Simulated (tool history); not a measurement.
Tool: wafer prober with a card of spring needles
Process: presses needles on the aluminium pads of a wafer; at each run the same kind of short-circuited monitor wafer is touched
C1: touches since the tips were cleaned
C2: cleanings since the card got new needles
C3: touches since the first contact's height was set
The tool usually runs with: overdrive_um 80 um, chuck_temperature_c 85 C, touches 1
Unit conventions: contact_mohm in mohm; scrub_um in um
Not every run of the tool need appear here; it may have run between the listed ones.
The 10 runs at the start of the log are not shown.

{"run": 11, "day": 3.021, "overdrive_um": 80, "chuck_temperature_c": 85, "touches": 1, "C1": 1186, "C2": 16, "C3": 54112, "contact_mohm": 186, "scrub_um": 17.5}
{"run": 12, "day": 3.233, "overdrive_um": 80, "chuck_temperature_c": 85, "touches": 1, "C1": 2114, "C2": 16, "C3": 55040, "contact_mohm": 191, "scrub_um": 17.63}
{"day": 3.442, "done": "tips cleaned on abrasive film"}
{"run": 13, "day": 3.671, "overdrive_um": 80, "chuck_temperature_c": 85, "touches": 1, "C1": 1011, "C2": 17, "C3": 56963, "contact_mohm": 187, "scrub_um": 17.41}
{"run": 14, "day": 3.983, "overdrive_um": 80, "chuck_temperature_c": 85, "touches": 1, "C1": 2392, "C2": 17, "C3": 58344, "contact_mohm": 183, "scrub_um": 17.72}
{"day": 4.142, "done": "tips cleaned on abrasive film"}
{"run": 15, "day": 4.275, "overdrive_um": 80, "chuck_temperature_c": 85, "touches": 1, "C1": 581, "C2": 18, "C3": 59606, "contact_mohm": 187, "scrub_um": 17.47}
{"run": 16, "day": 4.55, "overdrive_um": 80, "chuck_temperature_c": 85, "touches": 1, "C1": 1797, "C2": 18, "C3": 60822, "contact_mohm": 187, "scrub_um": 17.49}
{"day": 4.846, "done": "tips cleaned on abrasive film"}
{"run": 17, "day": 4.992, "overdrive_um": 80, "chuck_temperature_c": 85, "touches": 2, "C1": 637, "C2": 19, "C3": 62758, "contact_mohm": 190, "scrub_um": 17.77}
{"run": 18, "day": 5.379, "overdrive_um": 80, "chuck_temperature_c": 85, "touches": 2, "C1": 2349, "C2": 19, "C3": 64470, "contact_mohm": 185, "scrub_um": 17.62}
{"day": 5.546, "done": "tips cleaned on abrasive film"}
{"run": 19, "day": 5.579, "overdrive_um": 80, "chuck_temperature_c": 85, "touches": 2, "C1": 151, "C2": 20, "C3": 65341, "contact_mohm": 184, "scrub_um": 17.44}
{"run": 20, "day": 5.95, "overdrive_um": 68, "chuck_temperature_c": 81, "touches": 3, "C1": 1797, "C2": 20, "C3": 66987, "contact_mohm": 191, "scrub_um": 15.06}
{"run": 21, "day": 6.146, "overdrive_um": 74, "chuck_temperature_c": 91, "touches": 2, "C1": 2665, "C2": 20, "C3": 67855, "contact_mohm": 192, "scrub_um": 16.19}
{"day": 6.229, "done": "tips cleaned on abrasive film"}
{"run": 22, "day": 6.575, "overdrive_um": 65, "chuck_temperature_c": 104, "touches": 2, "C1": 1532, "C2": 21, "C3": 69733, "contact_mohm": 198, "scrub_um": 14.35}
{"run": 23, "day": 6.833, "overdrive_um": 92, "chuck_temperature_c": 104, "touches": 2, "C1": 2667, "C2": 21, "C3": 70868, "contact_mohm": 189, "scrub_um": 20.5}
{"day": 6.929, "done": "tips cleaned on abrasive film"}
{"run": 24, "day": 7.229, "overdrive_um": 92, "chuck_temperature_c": 104, "touches": 2, "C1": 1329, "C2": 22, "C3": 72603, "contact_mohm": 185, "scrub_um": 20.34}
{"day": 7.612, "done": "tips cleaned on abrasive film"}
{"run": 25, "day": 7.633, "overdrive_um": 80, "chuck_temperature_c": 85, "touches": 2, "C1": 99, "C2": 23, "C3": 74373, "contact_mohm": 187, "scrub_um": 17.55}
{"run": 26, "day": 8.05, "overdrive_um": 97, "chuck_temperature_c": 42, "touches": 2, "C1": 1935, "C2": 23, "C3": 76209, "contact_mohm": 175, "scrub_um": 21.34}
{"day": 8.283, "done": "tips cleaned on abrasive film"}
{"run": 27, "day": 8.404, "overdrive_um": 67, "chuck_temperature_c": 35, "touches": 3, "C1": 531, "C2": 24, "C3": 77753, "contact_mohm": 177, "scrub_um": 14.68}
{"run": 28, "day": 8.608, "overdrive_um": 67, "chuck_temperature_c": 35, "touches": 3, "C1": 1434, "C2": 24, "C3": 78656, "contact_mohm": 180, "scrub_um": 14.81}
{"run": 29, "day": 8.85, "overdrive_um": 81, "chuck_temperature_c": 62, "touches": 3, "C1": 2511, "C2": 24, "C3": 79733, "contact_mohm": 181, "scrub_um": 17.83}
{"day": 8.967, "done": "tips cleaned on abrasive film"}
{"run": 30, "day": 9.05, "overdrive_um": 81, "chuck_temperature_c": 39, "touches": 2, "C1": 376, "C2": 25, "C3": 80594, "contact_mohm": 178, "scrub_um": 17.79}
{"run": 31, "day": 9.279, "overdrive_um": 81, "chuck_temperature_c": 39, "touches": 2, "C1": 1395, "C2": 25, "C3": 81613, "contact_mohm": 175, "scrub_um": 17.65}
{"run": 32, "day": 9.525, "overdrive_um": 79, "chuck_temperature_c": 39, "touches": 2, "C1": 2475, "C2": 25, "C3": 82693, "contact_mohm": 181, "scrub_um": 17.33}
{"day": 9.646, "done": "tips cleaned on abrasive film"}
{"run": 33, "day": 9.942, "overdrive_um": 79, "chuck_temperature_c": 39, "touches": 2, "C1": 1313, "C2": 26, "C3": 84526, "contact_mohm": 176, "scrub_um": 17.32}
{"day": 10.325, "done": "tips cleaned on abrasive film"}
{"run": 34, "day": 10.404, "overdrive_um": 74, "chuck_temperature_c": 85, "touches": 1, "C1": 347, "C2": 27, "C3": 86535, "contact_mohm": 189, "scrub_um": 16.07}
{"run": 35, "day": 10.783, "overdrive_um": 74, "chuck_temperature_c": 85, "touches": 1, "C1": 2026, "C2": 27, "C3": 88214, "contact_mohm": 188, "scrub_um": 16.49}

4 options for the next run, each taken on its own from the tool as it stands now. Forecast them:
{"run": "A", "day": 10.979, "overdrive_um": 89, "chuck_temperature_c": 85, "touches": 2, "C1": 2896, "C2": 27, "C3": 89084, "contact_mohm": "?", "scrub_um": "?"}
{"run": "B", "day": 10.979, "overdrive_um": 61, "chuck_temperature_c": 100, "touches": 1, "C1": 2896, "C2": 27, "C3": 89084, "contact_mohm": "?", "scrub_um": "?"}
{"run": "C", "day": 10.979, "overdrive_um": 64, "chuck_temperature_c": 28, "touches": 2, "C1": 2896, "C2": 27, "C3": 89084, "contact_mohm": "?", "scrub_um": "?"}
{"run": "D", "day": 10.979, "overdrive_um": 98, "chuck_temperature_c": 90, "touches": 3, "C1": 2896, "C2": 27, "C3": 89084, "contact_mohm": "?", "scrub_um": "?"}

run=A contact_mohm=185 scrub_um=19.43
run=B contact_mohm=198 scrub_um=13.30
run=C contact_mohm=182 scrub_um=14.08
run=D contact_mohm=183 scrub_um=21.56
With no hidden state in the tool, these same runs would have given:
run=A contact_mohm=185 scrub_um=19.43
run=B contact_mohm=196 scrub_um=13.30
run=C contact_mohm=181 scrub_um=14.08
run=D contact_mohm=183 scrub_um=21.56
